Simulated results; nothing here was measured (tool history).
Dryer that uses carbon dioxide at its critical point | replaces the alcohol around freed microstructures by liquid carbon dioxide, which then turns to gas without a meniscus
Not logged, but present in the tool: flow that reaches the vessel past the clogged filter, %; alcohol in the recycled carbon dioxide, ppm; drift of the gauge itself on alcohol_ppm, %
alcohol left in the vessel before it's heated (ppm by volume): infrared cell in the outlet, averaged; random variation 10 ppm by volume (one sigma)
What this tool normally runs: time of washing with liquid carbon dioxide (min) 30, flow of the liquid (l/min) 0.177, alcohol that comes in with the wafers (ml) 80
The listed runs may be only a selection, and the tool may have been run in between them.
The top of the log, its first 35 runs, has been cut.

| run | hour | time of washing with liquid carbon dioxide (min) | flow of the liquid (l/min) | alcohol that comes in with the wafers (ml) | hours of work since the filter was changed | hours of work since the purifier's bed was changed | alcohol left in the vessel before it's heated (ppm by volume) |
|---|---|---|---|---|---|---|---|
| 36 | 295.3 | 33 | 0.111 | 49 | 93 | 382 | 1703 |
| 37 | 304.6 | 42 | 0.152 | 30 | 99 | 389 | 125 |
| 38 | 310.6 | 42 | 0.152 | 30 | 103 | 393 | 126 |
| 39 | 320.8 | 19 | 0.152 | 64 | 109 | 399 | 4607 |
| 40 | 332.4 | 19 | 0.152 | 64 | 117 | 407 | 4567 |
| 41 | 344.0 | 19 | 0.152 | 64 | 125 | 415 | 4601 |
| 42 | 355.7 | 25 | 0.177 | 45 | 132 | 422 | 883 |
| 43 | 364.4 | 34 | 0.162 | 99 | 138 | 428 | 727 |
| 44 | 372.7 | 32 | 0.162 | 99 | 144 | 434 | 935 |
| 45 | 382.6 | 26 | 0.122 | 64 | 150 | 440 | 3565 |
| 46 | 390.9 | 19 | 0.192 | 31 | 156 | 446 | 1228 |
| 47 | 401.0 | 19 | 0.192 | 31 | 162 | 452 | 1202 |
| 48 | 408.8 | 33 | 0.298 | 47 | 168 | 457 | 55 |

3 options for the next run, each taken on its own from the tool as it stands now. Forecast them:
| A | 418.8 | 30 | 0.260 | 80 | 174 | 464 | ? |
| B | 418.8 | 47 | 0.107 | 28 | 174 | 464 | ? |
| C | 418.8 | 30 | 0.131 | 80 | 174 | 464 | ? |

| run | alcohol left in the vessel before it's heated (ppm by volume) |
|---|---|
| A | 133 |
| B | 329 |
| C | 2302 |
What these runs would have given with no unlogged condition in the tool:
| run | alcohol left in the vessel before it's heated (ppm by volume) |
|---|---|
| A | 75 |
| B | 249 |
| C | 2014 |
